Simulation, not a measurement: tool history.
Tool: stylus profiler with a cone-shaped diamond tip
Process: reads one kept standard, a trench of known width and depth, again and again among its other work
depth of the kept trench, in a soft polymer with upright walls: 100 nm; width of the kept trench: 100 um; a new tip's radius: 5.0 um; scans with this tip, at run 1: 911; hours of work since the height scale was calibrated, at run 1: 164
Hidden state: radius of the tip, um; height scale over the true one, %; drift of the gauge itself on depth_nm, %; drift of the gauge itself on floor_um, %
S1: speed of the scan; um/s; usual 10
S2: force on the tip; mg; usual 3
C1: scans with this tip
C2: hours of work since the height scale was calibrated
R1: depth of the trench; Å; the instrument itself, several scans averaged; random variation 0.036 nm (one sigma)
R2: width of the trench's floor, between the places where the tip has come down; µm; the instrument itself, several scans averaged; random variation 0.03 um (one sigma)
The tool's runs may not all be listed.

Run 1, hour 0: usual settings; C1 911; C2 164. Result: R1 1012.5 Å, R2 97.85 µm.
Run 2, hour 45.2: usual settings; C1 1078; C2 194. Result: R1 1013.1 Å, R2 97.86 µm.
Run 3, hour 91.4: usual settings; C1 1248; C2 224. Result: R1 1013.3 Å, R2 97.77 µm.
Run 4, hour 122.9: usual settings; C1 1364; C2 245. Result: R1 1012.7 Å, R2 97.83 µm.
Run 5, hour 156.8: usual settings; C1 1489; C2 268. Result: R1 1012.3 Å, R2 97.84 µm.
Run 6, hour 203.6: usual settings; C1 1662; C2 299. Result: R1 1012.1 Å, R2 97.84 µm.
Run 7, hour 251.2: usual settings; C1 1837; C2 330. Result: R1 1012.9 Å, R2 97.76 µm.
Run 8, hour 310.2: usual settings; C1 2055; C2 369. Result: R1 1012.4 Å, R2 97.78 µm.
Run 9, hour 350.2: usual settings but S1 17 um/s; C1 2202; C2 396. Result: R1 1012.3 Å, R2 97.69 µm.
Run 10, hour 409.2: usual settings but S1 17 um/s; C1 2420; C2 435. Result: R1 1012.7 Å, R2 97.7 µm.
Run 11, hour 449.5: usual settings but S1 17 um/s; C1 2568; C2 461. Result: R1 1011.9 Å, R2 97.69 µm.
Run 12, hour 491.5: usual settings but S1 18 um/s; C1 2723; C2 489. Result: R1 1011.5 Å, R2 97.64 µm.
Run 13, hour 550.6: usual settings but S1 18 um/s; C1 2941; C2 529. Result: R1 1011.8 Å, R2 97.7 µm.
Run 14, hour 594.8: usual settings; C1 3104; C2 558. Result: R1 1011.9 Å, R2 97.72 µm.
Run 15, hour 649: usual settings but S2 1.11 mg; C1 3304; C2 594. Result: R1 1004.6 Å, R2 97.67 µm.
Run 16, hour 708.5: usual settings but S2 1.11 mg; C1 3523; C2 633. Result: R1 1004.8 Å, R2 97.62 µm.
Run 17, hour 757.3: usual settings but S2 1.11 mg; C1 3703; C2 665. Result: R1 1004.9 Å, R2 97.57 µm.
Run 18, hour 800.5: usual settings but S2 1.72 mg; C1 3863; C2 694. Result: R1 1007.5 Å, R2 97.65 µm.
Run 19, hour 871.8: usual settings but S2 1.72 mg; C1 4126; C2 741. Result: R1 1006.7 Å, R2 97.57 µm.
Run 20, hour 939: usual settings but S2 1.72 mg; C1 4373; C2 786. Result: R1 1006.5 Å, R2 97.59 µm.
Run 21, hour 989.8: usual settings; C1 4561; C2 820. Result: R1 1011.1 Å, R2 97.57 µm.
Run 22, hour 1058.4: usual settings but S1 5 um/s; C1 4813; C2 865. Result: R1 1010.2 Å, R2 97.57 µm.
At hour 1061.8: height scale calibrated on a step standard.
Run 23, hour 1096: usual settings but S1 5 um/s; C1 4950; C2 23. Result: R1 1010 Å, R2 97.57 µm.
Run 24, hour 1160.7: usual settings but S1 9 um/s, S2 1 mg; C1 5189; C2 66. Result: R1 1002.3 Å, R2 97.51 µm.
Run 25, hour 1221.5: usual settings but S1 3 um/s, S2 6.5 mg; C1 5413; C2 106. Result: R1 1018.1 Å, R2 97.57 µm.
Run 26, hour 1260.5: usual settings but S1 24 um/s, S2 1.74 mg; C1 5557; C2 132. Result: R1 1004.5 Å, R2 97.42 µm.
Run 27, hour 1307.6: usual settings but S1 24 um/s, S2 1.74 mg; C1 5731; C2 163. Result: R1 1004.9 Å, R2 97.38 µm.
At hour 1318: height scale calibrated on a step standard, once more.
Run 28, hour 1364.2: usual settings but S1 24 um/s, S2 1.74 mg; C1 5937; C2 31. Result: R1 1009.5 Å, R2 97.44 µm.
Run 29, hour 1418.1: usual settings but S1 24 um/s, S2 3.19 mg; C1 6136; C2 66. Result: R1 1013.9 Å, R2 97.49 µm.
Run 30, hour 1478.4: usual settings but S1 2 um/s, S2 1.89 mg; C1 6359; C2 106. Result: R1 1010.3 Å, R2 97.49 µm.
Run 31, hour 1526.4: usual settings but S1 7 um/s, S2 6.79 mg; C1 6536; C2 138. Result: R1 1023.2 Å, R2 97.42 µm.
Run 32, hour 1589.8: usual settings but S2 1.59 mg; C1 6769; C2 180. Result: R1 1008.4 Å, R2 97.39 µm.
Run 33, hour 1631.8: usual settings but S2 1.23 mg; C1 6924; C2 208. Result: R1 1007.2 Å, R2 97.39 µm.
Run 34, hour 1698.3: usual settings but S1 6 um/s, S2 7.53 mg; C1 7170; C2 252. Result: R1 1024.1 Å, R2 97.35 µm.
Run 35, hour 1752.2: usual settings but S1 13 um/s, S2 1.1 mg; C1 7368; C2 288. Result: R1 1005.7 Å, R2 97.34 µm.
Run 36, hour 1789.8: usual settings but S1 3 um/s, S2 2.19 mg; C1 7507; C2 313. Result: R1 1009.7 Å, R2 97.41 µm.
Run 37, hour 1829.3: usual settings but S1 19 um/s, S2 1.75 mg; C1 7652; C2 339. Result: R1 1007.8 Å, R2 97.32 µm.
Run 38, hour 1872.8: usual settings but S1 19 um/s, S2 1.75 mg; C1 7813; C2 368. Result: R1 1008.8 Å, R2 97.26 µm.
Run 39, hour 1910.9: usual settings but S1 6 um/s, S2 4.28 mg; C1 7953; C2 393. Result: R1 1015.8 Å, R2 97.37 µm.
Run 40, hour 1976.3: usual settings but S1 17 um/s, S2 7.98 mg; C1 8194; C2 436. Result: R1 1025 Å, R2 97.32 µm.
Run 41, hour 2017.7: usual settings but S1 17 um/s, S2 7.98 mg; C1 8347; C2 464. Result: R1 1024.9 Å, R2 97.34 µm.
Run 42, hour 2046.4: usual settings but S1 5 um/s, S2 1.34 mg; C1 8453; C2 483. Result: R1 1006.5 Å, R2 97.35 µm.

Measured less the same run without the tool's hidden state. The same run-to-run variation is in both; the gauge's scatter may not be:
run    R1     R2
  1  -0.8   -0.1
  2  -0.9  -0.12
  3    -1  -0.14
  4    -1  -0.14
  5  -1.1  -0.15
  6  -1.2  -0.17
  7  -1.4  -0.18
  8  -1.4   -0.2
  9  -1.5  -0.21
 10  -1.6  -0.23
 11  -1.7  -0.24
 12  -1.7  -0.26
 13  -1.9  -0.27
 14  -1.9  -0.29
 15  -2.1   -0.3
 16  -2.1  -0.32
 17  -2.3  -0.33
 18  -2.3  -0.34
 19  -2.5  -0.36
 20  -2.6  -0.38
 21  -2.7  -0.39
 22  -2.9  -0.41
 23  -4.5  -0.43
 24  -4.6  -0.44
 25  -4.9  -0.45
 26  -4.8  -0.46
 27  -4.9  -0.48
 28  -0.4   -0.5
 29  -0.5  -0.51
 30  -0.6  -0.53
 31  -0.7  -0.54
 32  -0.8  -0.55
 33  -0.9  -0.56
 34    -1  -0.58
 35  -1.1  -0.59
 36  -1.2   -0.6
 37  -1.3  -0.61
 38  -1.3  -0.62
 39  -1.5  -0.63
 40  -1.5  -0.65
 41  -1.6  -0.66
 42  -1.7  -0.67
